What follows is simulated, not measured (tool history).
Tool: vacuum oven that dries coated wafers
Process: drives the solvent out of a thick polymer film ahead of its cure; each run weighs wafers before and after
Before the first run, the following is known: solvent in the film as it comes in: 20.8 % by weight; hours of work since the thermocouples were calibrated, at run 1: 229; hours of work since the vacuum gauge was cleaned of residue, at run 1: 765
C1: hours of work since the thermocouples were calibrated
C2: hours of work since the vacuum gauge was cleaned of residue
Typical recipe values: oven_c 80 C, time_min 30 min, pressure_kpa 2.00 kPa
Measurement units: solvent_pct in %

run 1 hour=0.0 | oven_c=80 time_min=30 pressure_kpa=2.00 | C1=229 C2=765 | solvent_pct=5.59
run 2 hour=55.6 | oven_c=70 time_min=30 pressure_kpa=2.00 | C1=271 C2=807 | solvent_pct=10.02
run 3 hour=99.1 | oven_c=79 time_min=30 pressure_kpa=2.00 | C1=303 C2=840 | solvent_pct=6.15
run 4 hour=150.8 | oven_c=79 time_min=30 pressure_kpa=2.00 | C1=343 C2=879 | solvent_pct=6.17
run 5 hour=191.6 | oven_c=79 time_min=30 pressure_kpa=2.00 | C1=373 C2=910 | solvent_pct=6.19
run 6 hour=247.9 | oven_c=79 time_min=30 pressure_kpa=2.00 | C1=416 C2=952 | solvent_pct=6.11
run 7 hour=317.3 | oven_c=79 time_min=30 pressure_kpa=2.00 | C1=468 C2=1005 | solvent_pct=6.20
run 8 hour=391.0 | oven_c=79 time_min=30 pressure_kpa=2.00 | C1=524 C2=1060 | solvent_pct=6.17
run 9 hour=433.9 | oven_c=79 time_min=30 pressure_kpa=2.00 | C1=556 C2=1093 | solvent_pct=6.32
run 10 hour=521.3 | oven_c=80 time_min=30 pressure_kpa=2.00 | C1=623 C2=1159 | solvent_pct=5.77
run 11 hour=563.7 | oven_c=80 time_min=30 pressure_kpa=2.00 | C1=655 C2=1191 | solvent_pct=5.96
run 12 hour=623.4 | oven_c=80 time_min=30 pressure_kpa=2.00 | C1=700 C2=1236 | solvent_pct=5.99
run 13 hour=690.6 | oven_c=80 time_min=30 pressure_kpa=2.00 | C1=750 C2=1287 | solvent_pct=5.80
run 14 hour=729.4 | oven_c=80 time_min=30 pressure_kpa=2.00 | C1=780 C2=1316 | solvent_pct=5.75
run 15 hour=772.6 | oven_c=80 time_min=30 pressure_kpa=2.00 | C1=812 C2=1349 | solvent_pct=6.01
run 16 hour=819.7 | oven_c=80 time_min=30 pressure_kpa=2.00 | C1=848 C2=1384 | solvent_pct=5.84
run 17 hour=867.7 | oven_c=80 time_min=30 pressure_kpa=2.00 | C1=884 C2=1421 | solvent_pct=6.04
run 18 hour=930.1 | oven_c=80 time_min=30 pressure_kpa=2.00 | C1=931 C2=1468 | solvent_pct=5.95
run 19 hour=999.5 | oven_c=80 time_min=30 pressure_kpa=6.79 | C1=984 C2=1520 | solvent_pct=9.16
-- hour=1009.2 oven's thermocouples calibrated
-- hour=1052.8 vacuum gauge cleaned of residue and calibrated
run 20 hour=1069.4 | oven_c=80 time_min=30 pressure_kpa=2.00 | C1=44 C2=13 | solvent_pct=6.19
run 21 hour=1140.3 | oven_c=69 time_min=30 pressure_kpa=2.00 | C1=98 C2=66 | solvent_pct=11.08
-- hour=1148.7 oven's thermocouples calibrated, once more
run 22 hour=1221.5 | oven_c=80 time_min=30 pressure_kpa=2.00 | C1=55 C2=126 | solvent_pct=5.36
run 23 hour=1280.6 | oven_c=80 time_min=20 pressure_kpa=2.00 | C1=100 C2=171 | solvent_pct=7.68
run 24 hour=1362.8 | oven_c=80 time_min=26 pressure_kpa=2.00 | C1=162 C2=233 | solvent_pct=5.94
run 25 hour=1420.6 | oven_c=82 time_min=20 pressure_kpa=1.41 | C1=205 C2=276 | solvent_pct=6.33
run 26 hour=1499.0 | oven_c=72 time_min=32 pressure_kpa=1.01 | C1=265 C2=336 | solvent_pct=8.11
run 27 hour=1559.2 | oven_c=77 time_min=23 pressure_kpa=1.68 | C1=310 C2=381 | solvent_pct=8.05
run 28 hour=1596.1 | oven_c=84 time_min=30 pressure_kpa=6.94 | C1=338 C2=409 | solvent_pct=6.83
run 29 hour=1675.4 | oven_c=84 time_min=30 pressure_kpa=6.94 | C1=398 C2=469 | solvent_pct=6.74
run 30 hour=1725.3 | oven_c=67 time_min=26 pressure_kpa=3.00 | C1=436 C2=507 | solvent_pct=12.61
run 31 hour=1769.9 | oven_c=67 time_min=26 pressure_kpa=3.00 | C1=469 C2=540 | solvent_pct=12.76
run 32 hour=1821.9 | oven_c=67 time_min=26 pressure_kpa=3.00 | C1=509 C2=580 | solvent_pct=12.61
run 33 hour=1877.2 | oven_c=72 time_min=30 pressure_kpa=1.15 | C1=550 C2=621 | solvent_pct=8.80
run 34 hour=1963.2 | oven_c=90 time_min=30 pressure_kpa=1.01 | C1=615 C2=686 | solvent_pct=1.60
run 35 hour=2026.8 | oven_c=90 time_min=35 pressure_kpa=5.89 | C1=664 C2=734 | solvent_pct=3.78
run 36 hour=2089.4 | oven_c=82 time_min=30 pressure_kpa=1.64 | C1=711 C2=782 | solvent_pct=4.68
run 37 hour=2170.0 | oven_c=88 time_min=43 pressure_kpa=3.66 | C1=772 C2=843 | solvent_pct=2.64
run 38 hour=2257.5 | oven_c=70 time_min=30 pressure_kpa=2.00 | C1=838 C2=909 | solvent_pct=10.42
run 39 hour=2348.7 | oven_c=70 time_min=30 pressure_kpa=2.00 | C1=907 C2=978 | solvent_pct=10.18
run 40 hour=2409.0 | oven_c=80 time_min=24 pressure_kpa=3.19 | C1=952 C2=1023 | solvent_pct=7.87
run 41 hour=2493.2 | oven_c=69 time_min=24 pressure_kpa=1.03 | C1=1016 C2=1087 | solvent_pct=11.27
run 42 hour=2535.8 | oven_c=80 time_min=30 pressure_kpa=1.05 | C1=1048 C2=1119 | solvent_pct=5.34
run 43 hour=2590.4 | oven_c=80 time_min=16 pressure_kpa=2.00 | C1=1089 C2=1160 | solvent_pct=9.32
run 44 hour=2639.0 | oven_c=74 time_min=37 pressure_kpa=1.77 | C1=1126 C2=1197 | solvent_pct=7.36
run 45 hour=2703.9 | oven_c=68 time_min=25 pressure_kpa=6.38 | C1=1175 C2=1246 | solvent_pct=15.07
run 46 hour=2775.9 | oven_c=69 time_min=46 pressure_kpa=6.38 | C1=1230 C2=1301 | solvent_pct=12.59

Each row is a separate what-if for the run after 46, all from the same tool condition, not one after another. Results?
run A hour=2828.9 | oven_c=65 time_min=21 pressure_kpa=4.50 | C1=1270 C2=1341 | solvent_pct=?
run B hour=2828.9 | oven_c=80 time_min=30 pressure_kpa=3.15 | C1=1270 C2=1341 | solvent_pct=?
run C hour=2828.9 | oven_c=88 time_min=20 pressure_kpa=6.38 | C1=1270 C2=1341 | solvent_pct=?
run D hour=2828.9 | oven_c=78 time_min=46 pressure_kpa=6.38 | C1=1270 C2=1341 | solvent_pct=?

run=A solvent_pct=15.16
run=B solvent_pct=6.73
run=C solvent_pct=7.10
run=D solvent_pct=8.10
Had the tool no hidden state, the same runs would have come out as:
run=A solvent_pct=14.64
run=B solvent_pct=6.07
run=C solvent_pct=6.49
run=D solvent_pct=7.38
